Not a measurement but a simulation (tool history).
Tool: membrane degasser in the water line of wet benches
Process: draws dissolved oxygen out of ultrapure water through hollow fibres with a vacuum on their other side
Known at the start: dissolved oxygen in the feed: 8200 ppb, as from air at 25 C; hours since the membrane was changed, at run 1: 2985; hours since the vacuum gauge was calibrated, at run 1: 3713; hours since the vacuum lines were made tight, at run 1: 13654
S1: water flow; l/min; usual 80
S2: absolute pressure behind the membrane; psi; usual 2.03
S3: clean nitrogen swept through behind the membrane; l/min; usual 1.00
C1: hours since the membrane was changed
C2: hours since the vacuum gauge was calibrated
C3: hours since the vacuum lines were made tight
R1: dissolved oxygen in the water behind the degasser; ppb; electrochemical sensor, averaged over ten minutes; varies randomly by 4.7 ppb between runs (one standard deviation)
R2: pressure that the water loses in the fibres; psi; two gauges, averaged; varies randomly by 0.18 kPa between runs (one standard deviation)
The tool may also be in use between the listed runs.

run,hour,S1,S2,S3,C1,C2,C3,R1,R2
1,0.0,80,2.03,1.00,2985,3713,13654,1303.8,4.489
2,52.7,80,2.03,1.00,3038,3766,13707,1302.0,4.466
3,99.9,80,2.03,1.00,3085,3813,13754,1297.1,4.466
4,162.5,80,2.03,1.00,3148,3876,13817,1298.1,4.499
# hour 208.8: vacuum gauge calibrated
5,253.4,80,2.03,1.00,3238,45,13907,1289.2,4.480
# hour 341.6: seals of the vacuum lines changed
6,350.9,80,2.03,1.00,3334,140,9,1302.5,4.469
7,445.8,80,2.03,1.00,3429,235,104,1290.1,4.486
8,548.3,126,2.03,1.00,3531,337,207,1707.8,7.060
9,649.0,126,2.03,0.52,3632,438,307,2299.9,7.055
10,735.4,126,2.03,0.52,3718,525,394,2296.8,7.110
11,778.8,126,2.03,0.52,3762,568,437,2268.4,7.108
12,865.7,126,2.03,0.52,3849,655,524,2274.0,7.063
13,944.5,126,2.03,0.52,3927,734,603,2280.3,7.094
14,992.2,126,2.03,0.52,3975,781,651,2264.3,7.110
15,1054.3,126,2.03,0.52,4037,843,713,2261.2,7.101
16,1123.1,126,2.03,0.52,4106,912,781,2264.8,7.110
17,1214.8,128,1.42,0.68,4198,1004,873,1348.3,7.182
18,1268.9,63,4.71,0.57,4252,1058,927,3321.2,3.504
19,1354.2,82,1.38,1.66,4337,1143,1013,574.4,4.588
20,1401.2,82,2.06,1.60,4384,1190,1060,972.2,4.608
21,1483.2,82,2.06,1.60,4466,1272,1142,966.3,4.577
22,1531.0,82,2.06,1.60,4514,1320,1189,964.2,4.580
23,1574.3,80,3.03,0.58,4557,1363,1233,2561.9,4.516
24,1630.5,80,3.03,0.58,4613,1420,1289,2571.4,4.485
25,1684.3,107,3.58,1.30,4667,1473,1343,2293.0,5.951
26,1780.0,59,3.58,1.30,4763,1569,1438,1569.3,3.294
27,1844.0,96,3.79,0.73,4827,1633,1502,3030.9,5.374
# hour 1915.6: gauge calibrated
28,1920.1,96,3.79,0.73,4903,1709,1579,3115.9,5.427
29,1983.1,96,3.79,0.73,4966,1772,1641,3103.9,5.345
30,2086.4,70,1.75,0.90,5069,1876,1745,1062.3,3.961
31,2190.0,110,3.38,2.02,5173,1979,1848,1742.2,6.200

Here are 4 independent what-if runs from the current tool condition. What would each one return?
A,2248.9,80,2.03,1.73,5232,2038,1907,?,?
B,2248.9,87,1.22,1.00,5232,2038,1907,?,?
C,2248.9,119,3.38,1.35,5232,2038,1907,?,?
D,2248.9,125,1.80,0.43,5232,2038,1907,?,?

run,R1,R2
A,899.5,4.566
B,716.0,4.837
C,2304.3,6.664
D,2151.9,6.981
With no hidden state in the tool, these same runs would have given:
run,R1,R2
A,903.5,4.564
B,719.1,4.834
C,2314.7,6.663
D,2161.6,6.979

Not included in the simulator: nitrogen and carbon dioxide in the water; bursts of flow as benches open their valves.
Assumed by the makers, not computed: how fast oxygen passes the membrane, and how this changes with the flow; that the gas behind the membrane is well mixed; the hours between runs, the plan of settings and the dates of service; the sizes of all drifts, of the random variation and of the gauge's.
